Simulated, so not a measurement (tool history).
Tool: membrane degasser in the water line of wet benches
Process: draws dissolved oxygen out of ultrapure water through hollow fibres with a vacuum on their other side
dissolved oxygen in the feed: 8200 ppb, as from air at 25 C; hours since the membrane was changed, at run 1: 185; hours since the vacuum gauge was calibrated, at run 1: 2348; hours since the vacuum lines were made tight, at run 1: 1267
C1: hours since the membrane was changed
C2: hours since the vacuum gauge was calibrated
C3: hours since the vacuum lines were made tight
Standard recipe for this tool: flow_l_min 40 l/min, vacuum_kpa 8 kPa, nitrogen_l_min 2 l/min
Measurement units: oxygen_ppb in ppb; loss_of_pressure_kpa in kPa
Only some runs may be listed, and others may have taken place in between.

Run 1, hour 0: usual settings; C1 185; C2 2348; C3 1267. Result: oxygen_ppb 377.3 ppb, loss_of_pressure_kpa 44.67 kPa.
Run 2, hour 26.9: usual settings; C1 212; C2 2375; C3 1294. Result: oxygen_ppb 382.7 ppb, loss_of_pressure_kpa 44.21 kPa.
Run 3, hour 70.7: usual settings; C1 256; C2 2419; C3 1337. Result: oxygen_ppb 381.7 ppb, loss_of_pressure_kpa 44.38 kPa.
Run 4, hour 111.4: usual settings but nitrogen_l_min 1.26 l/min; C1 296; C2 2460; C3 1378. Result: oxygen_ppb 483.9 ppb, loss_of_pressure_kpa 44.19 kPa.
Run 5, hour 154.1: usual settings but nitrogen_l_min 1.26 l/min; C1 339; C2 2502; C3 1421. Result: oxygen_ppb 476.4 ppb, loss_of_pressure_kpa 44.57 kPa.
Run 6, hour 182: usual settings but vacuum_kpa 10.2 kPa; C1 367; C2 2530; C3 1449. Result: oxygen_ppb 471 ppb, loss_of_pressure_kpa 44.12 kPa.
Run 7, hour 202.4: usual settings but vacuum_kpa 10.2 kPa; C1 387; C2 2551; C3 1469. Result: oxygen_ppb 479.8 ppb, loss_of_pressure_kpa 44.46 kPa.
Run 8, hour 240: usual settings but vacuum_kpa 10.2 kPa; C1 425; C2 2588; C3 1507. Result: oxygen_ppb 468.1 ppb, loss_of_pressure_kpa 44.22 kPa.
Run 9, hour 283.4: usual settings but vacuum_kpa 10.2 kPa; C1 468; C2 2632; C3 1550. Result: oxygen_ppb 471.9 ppb, loss_of_pressure_kpa 44.58 kPa.
Run 10, hour 326.5: usual settings but flow_l_min 47 l/min; C1 511; C2 2675; C3 1593. Result: oxygen_ppb 490.3 ppb, loss_of_pressure_kpa 52.49 kPa.
Run 11, hour 367.6: usual settings but flow_l_min 47 l/min; C1 553; C2 2716; C3 1634. Result: oxygen_ppb 484 ppb, loss_of_pressure_kpa 52.44 kPa.
Run 12, hour 401.5: usual settings but flow_l_min 37 l/min; C1 586; C2 2750; C3 1668. Result: oxygen_ppb 340.2 ppb, loss_of_pressure_kpa 40.97 kPa.
Run 13, hour 427.2: usual settings but flow_l_min 37 l/min; C1 612; C2 2776; C3 1694. Result: oxygen_ppb 339.6 ppb, loss_of_pressure_kpa 41.04 kPa.
Run 14, hour 463.7: usual settings but flow_l_min 28 l/min; C1 649; C2 2812; C3 1730. Result: oxygen_ppb 227.6 ppb, loss_of_pressure_kpa 30.9 kPa.
Run 15, hour 504.9: usual settings but flow_l_min 38 l/min, vacuum_kpa 16.61 kPa; C1 690; C2 2853; C3 1772. Result: oxygen_ppb 677.9 ppb, loss_of_pressure_kpa 42.31 kPa.
Run 16, hour 528.3: usual settings but flow_l_min 51 l/min, vacuum_kpa 16.61 kPa, nitrogen_l_min 2.34 l/min; C1 713; C2 2877; C3 1795. Result: oxygen_ppb 856.5 ppb, loss_of_pressure_kpa 56.43 kPa.
Run 17, hour 553.9: usual settings but flow_l_min 51 l/min, vacuum_kpa 16.61 kPa, nitrogen_l_min 2.34 l/min; C1 739; C2 2902; C3 1821. Result: oxygen_ppb 861.9 ppb, loss_of_pressure_kpa 56.77 kPa.
Run 18, hour 582.7: usual settings but flow_l_min 30 l/min, vacuum_kpa 9.21 kPa, nitrogen_l_min 2.3 l/min; C1 768; C2 2931; C3 1849. Result: oxygen_ppb 261.5 ppb, loss_of_pressure_kpa 33.04 kPa.
Run 19, hour 618.6: usual settings but flow_l_min 30 l/min, vacuum_kpa 9.21 kPa, nitrogen_l_min 2.3 l/min; C1 803; C2 2967; C3 1885. Result: oxygen_ppb 265.8 ppb, loss_of_pressure_kpa 33.33 kPa.
Run 20, hour 640.7: usual settings but flow_l_min 30 l/min, vacuum_kpa 19.29 kPa, nitrogen_l_min 2.12 l/min; C1 826; C2 2989; C3 1907. Result: oxygen_ppb 579.4 ppb, loss_of_pressure_kpa 33.45 kPa.
Run 21, hour 668.4: usual settings but flow_l_min 30 l/min, vacuum_kpa 19.29 kPa, nitrogen_l_min 2.12 l/min; C1 853; C2 3017; C3 1935. Result: oxygen_ppb 579 ppb, loss_of_pressure_kpa 33.24 kPa.
Run 22, hour 709.7: usual settings but flow_l_min 30 l/min, vacuum_kpa 19.29 kPa, nitrogen_l_min 2.12 l/min; C1 895; C2 3058; C3 1976. Result: oxygen_ppb 583.4 ppb, loss_of_pressure_kpa 33.54 kPa.
Run 23, hour 752.5: usual settings but flow_l_min 30 l/min, vacuum_kpa 19.29 kPa, nitrogen_l_min 2.12 l/min; C1 937; C2 3101; C3 2019. Result: oxygen_ppb 576.5 ppb, loss_of_pressure_kpa 33.35 kPa.
Run 24, hour 784: usual settings but flow_l_min 60 l/min, vacuum_kpa 15.24 kPa, nitrogen_l_min 4.28 l/min; C1 969; C2 3132; C3 2051. Result: oxygen_ppb 739.5 ppb, loss_of_pressure_kpa 66.74 kPa.
Run 25, hour 825.2: usual settings but flow_l_min 60 l/min, vacuum_kpa 15.24 kPa, nitrogen_l_min 4.28 l/min; C1 1010; C2 3174; C3 2092. Result: oxygen_ppb 752.9 ppb, loss_of_pressure_kpa 66.45 kPa.
Run 26, hour 864.2: usual settings but flow_l_min 26 l/min, vacuum_kpa 15.24 kPa, nitrogen_l_min 1.28 l/min; C1 1049; C2 3213; C3 2131. Result: oxygen_ppb 571.3 ppb, loss_of_pressure_kpa 28.89 kPa.
Run 27, hour 886.8: usual settings but flow_l_min 26 l/min, vacuum_kpa 15.24 kPa, nitrogen_l_min 1.28 l/min; C1 1072; C2 3235; C3 2153. Result: oxygen_ppb 584.6 ppb, loss_of_pressure_kpa 28.8 kPa.
Run 28, hour 912.9: usual settings but flow_l_min 26 l/min, vacuum_kpa 15.24 kPa, nitrogen_l_min 1.28 l/min; C1 1098; C2 3261; C3 2180. Result: oxygen_ppb 573.8 ppb, loss_of_pressure_kpa 28.95 kPa.

Below, each run's measurement less what the same run would have read without the hidden state. Both values contain the same run-to-run variation, but the gauge's scatter may not be the same in both:
Hidden state present: membrane still open, %; true pressure behind the membrane over the reading, kPa; air that leaks in behind the membrane, l/min; drift of the gauge itself on oxygen_ppb, %; drift of the gauge itself on loss_of_pressure_kpa, %.
run  oxygen_ppb  loss_of_pressure_kpa
  1        +5.6                 +0.05
  2        +5.8                 +0.06
  3          +6                 +0.07
  4        +8.3                 +0.08
  5        +8.5                 +0.09
  6        +6.6                  +0.1
  7        +6.8                  +0.1
  8        +6.9                 +0.11
  9        +7.1                 +0.12
 10        +8.5                 +0.16
 11        +8.7                 +0.17
 12        +7.2                 +0.15
 13        +7.2                 +0.15
 14        +5.7                 +0.12
 15        +8.1                 +0.18
 16        +9.4                 +0.24
 17        +9.7                 +0.24
 18        +5.9                 +0.16
 19        +6.2                 +0.16
 20        +7.4                 +0.16
 21        +7.4                 +0.17
 22        +7.6                 +0.18
 23        +7.7                 +0.19
 24       +10.7                 +0.39
 25       +11.2                  +0.4
 26        +8.8                 +0.18
 27        +9.1                 +0.18
 28          +9                 +0.19
